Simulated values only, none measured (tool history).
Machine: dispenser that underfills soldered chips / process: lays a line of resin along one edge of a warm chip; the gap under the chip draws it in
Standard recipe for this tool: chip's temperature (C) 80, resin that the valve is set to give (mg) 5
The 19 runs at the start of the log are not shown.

run,hour,chip's temperature (C),resin that the valve is set to give (mg),time until the resin shows at the far edge (s),resin that the valve gave (mg)
20,116.9,82,5.55,13.8,5.38
# hour 121.3: new syringe of resin
21,123.3,72,5.55,18.2,5.46
22,128.5,72,5.55,23.6,5.49
# hour 131.9: new syringe of resin
23,133.2,80,5.18,12.2,5.06
24,137.6,80,5.18,15,5.05
# hour 142.3: new syringe of resin
25,143.4,68,6.21,20.6,6.03
26,151.3,80,6.26,17.3,6.1
# hour 152.6: new syringe of resin
27,154.9,80,5.91,12.3,5.69
28,160,88,4.78,12,4.65
# hour 163.4: new syringe of resin
29,166.6,75,5.54,16.5,5.34
30,170.1,80,4.33,15.8,4.19
# hour 174.1: new syringe of resin
31,175.1,80,5.79,11.9,5.56
32,180.9,74,5.32,20.4,5.08
# hour 184.8: new syringe of resin
33,184.8,74,5.32,14.7,5.11

Run 34 has not been measured yet. What should we expect?
34,190.3,74,5.32,?,?

time until the resin shows at the far edge (s): 19.1
resin that the valve gave (mg): 5.15
On a tool with no hidden condition, and with the same random variation, this run would have come out at time until the resin shows at the far edge (s) 14.2, resin that the valve gave (mg) 5.36.
